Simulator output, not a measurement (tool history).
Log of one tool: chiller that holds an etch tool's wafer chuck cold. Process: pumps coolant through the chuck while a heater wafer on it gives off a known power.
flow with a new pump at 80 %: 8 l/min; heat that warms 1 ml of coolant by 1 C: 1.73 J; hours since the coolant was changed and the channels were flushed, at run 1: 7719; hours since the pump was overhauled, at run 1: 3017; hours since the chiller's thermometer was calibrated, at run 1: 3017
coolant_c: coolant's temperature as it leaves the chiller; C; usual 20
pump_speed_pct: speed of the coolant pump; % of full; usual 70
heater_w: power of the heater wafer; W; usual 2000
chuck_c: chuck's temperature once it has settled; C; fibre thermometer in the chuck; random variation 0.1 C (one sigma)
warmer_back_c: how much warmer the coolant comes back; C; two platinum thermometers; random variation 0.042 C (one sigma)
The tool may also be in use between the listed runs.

run	hour	coolant_c	pump_speed_pct	heater_w	hours since the coolant was changed and the channels were flushed	hours since the pump was overhauled	hours since the chiller's thermometer was calibrated	chuck_c	warmer_back_c
1	0	20	70	2000	7719	3017	3017	42.8	10.5
2	138.6	20	70	2000	7857	3155	3155	42.9	10.55
# hour 207.1: coolant changed, channels flushed
3	249.8	20	70	2000	43	3260	3260	40.4	10.42
4	317.3	20	70	2000	110	3328	3328	40.8	10.54
5	391.2	20	70	2000	184	3402	3402	40.6	10.49
6	474.6	20	70	2000	267	3485	3485	40.6	10.52
7	607.3	20	70	1959	400	3618	3618	40.2	10.25
8	679.4	20	70	1018	472	3690	3690	30.8	5.34
9	834.1	15	70	2000	627	3845	3845	36	10.63
10	992.1	15	70	2000	785	4003	4003	35.9	10.58
# hour 1128.2: chiller's thermometer calibrated
11	1156.9	15	70	2000	949	4166	29	35.8	10.63
12	1251.9	15	70	2000	1044	4261	124	35.9	10.62
13	1389.4	15	70	2000	1181	4399	261	35.8	10.62
14	1509.2	20	70	2000	1301	4519	381	40.9	10.76
15	1589.3	29	70	1917	1381	4599	461	49.1	10.29
16	1749.5	10	76	2000	1541	4759	621	29.4	9.9
17	1818.4	10	76	2000	1610	4828	690	29.6	9.89

Forecast run 18:
18	1950.7	20	78	2000	1743	4960	823	?	?

{"run 18": {"chuck_c": 39.1, "warmer_back_c": 9.64}}
Without the tool's hidden state the same run would have given chuck_c 37.3 C, warmer_back_c 8.91 C.
